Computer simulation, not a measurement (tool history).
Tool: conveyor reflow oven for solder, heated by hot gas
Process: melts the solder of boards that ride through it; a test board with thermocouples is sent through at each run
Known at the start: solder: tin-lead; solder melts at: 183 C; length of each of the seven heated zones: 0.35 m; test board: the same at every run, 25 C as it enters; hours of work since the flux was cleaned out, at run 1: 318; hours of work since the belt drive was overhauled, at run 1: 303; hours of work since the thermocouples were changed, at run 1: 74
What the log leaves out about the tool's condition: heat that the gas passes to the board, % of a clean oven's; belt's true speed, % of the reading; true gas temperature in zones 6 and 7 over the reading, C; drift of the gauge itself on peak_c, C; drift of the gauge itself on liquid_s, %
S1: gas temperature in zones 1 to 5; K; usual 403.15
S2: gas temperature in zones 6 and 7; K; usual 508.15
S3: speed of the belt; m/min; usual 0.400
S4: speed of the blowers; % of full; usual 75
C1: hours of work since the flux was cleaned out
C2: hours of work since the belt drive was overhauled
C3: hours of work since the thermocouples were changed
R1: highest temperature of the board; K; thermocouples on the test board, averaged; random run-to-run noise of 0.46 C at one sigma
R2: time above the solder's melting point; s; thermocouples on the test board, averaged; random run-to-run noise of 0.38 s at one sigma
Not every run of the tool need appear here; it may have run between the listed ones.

Run 1, hour 0.0: usual settings; C1 318; C2 303; C3 74. Result: R1 493.95 K, R2 80.9 s.
Run 2, hour 6.9: usual settings; C1 323; C2 307; C3 78. Result: R1 494.25 K, R2 80.5 s.
Run 3, hour 10.8: usual settings; C1 325; C2 310; C3 81. Result: R1 494.45 K, R2 81.5 s.
Run 4, hour 18.5: usual settings; C1 330; C2 315; C3 86. Result: R1 494.85 K, R2 81.9 s.
Run 5, hour 23.3: usual settings; C1 333; C2 318; C3 89. Result: R1 493.95 K, R2 80.5 s.
Run 6, hour 28.3: usual settings; C1 336; C2 321; C3 92. Result: R1 493.75 K, R2 81.4 s.
At hour 34.1: flux residue cleaned out of gas plates and filters.
Run 7, hour 40.6: usual settings; C1 4; C2 325; C3 96. Result: R1 494.55 K, R2 80.5 s.
Run 8, hour 46.3: usual settings but S3 0.370 m/min, S4 68 % of full; C1 8; C2 329; C3 100. Result: R1 495.45 K, R2 89.0 s.
Run 9, hour 52.5: usual settings but S1 390.15 K, S2 516.15 K, S3 0.408 m/min, S4 80 % of full; C1 11; C2 333; C3 104. Result: R1 499.55 K, R2 79.2 s.
Run 10, hour 59.1: usual settings but S1 410.15 K, S2 513.15 K; C1 16; C2 337; C3 108. Result: R1 499.25 K, R2 88.3 s.
At hour 72.3: flux residue cleaned out of gas plates and filters, once more.
Run 11, hour 73.0: usual settings but S1 410.15 K, S2 513.15 K; C1 0; C2 343; C3 113. Result: R1 501.25 K, R2 89.6 s.
Run 12, hour 80.1: usual settings but S1 391.15 K, S2 502.15 K, S4 62 % of full; C1 5; C2 347; C3 118. Result: R1 486.35 K, R2 67.7 s.

Forecast each of these 4 alternatives for the next run:
Run A, hour 84.6: usual settings but S4 76 % of full; C1 8; C2 350; C3 121. Result: R1 ?, R2 ?.
Run B, hour 84.6: usual settings but S1 393.15 K, S2 502.15 K, S4 62 % of full; C1 8; C2 350; C3 121. Result: R1 ?, R2 ?.
Run C, hour 84.6: usual settings but S1 398.15 K, S2 519.15 K, S4 66 % of full; C1 8; C2 350; C3 121. Result: R1 ?, R2 ?.
Run D, hour 84.6: usual settings but S1 399.15 K, S2 510.15 K, S3 0.458 m/min, S4 62 % of full; C1 8; C2 350; C3 121. Result: R1 ?, R2 ?.

run      R1    R2
  A  495.65  82.4
  B  485.85  67.8
  C  503.55  87.1
  D  489.55  64.8
With no hidden state in the tool, these same runs would have given:
run      R1    R2
  A  496.15  81.9
  B  486.25  67.6
  C  504.05  86.6
  D  489.95  64.5
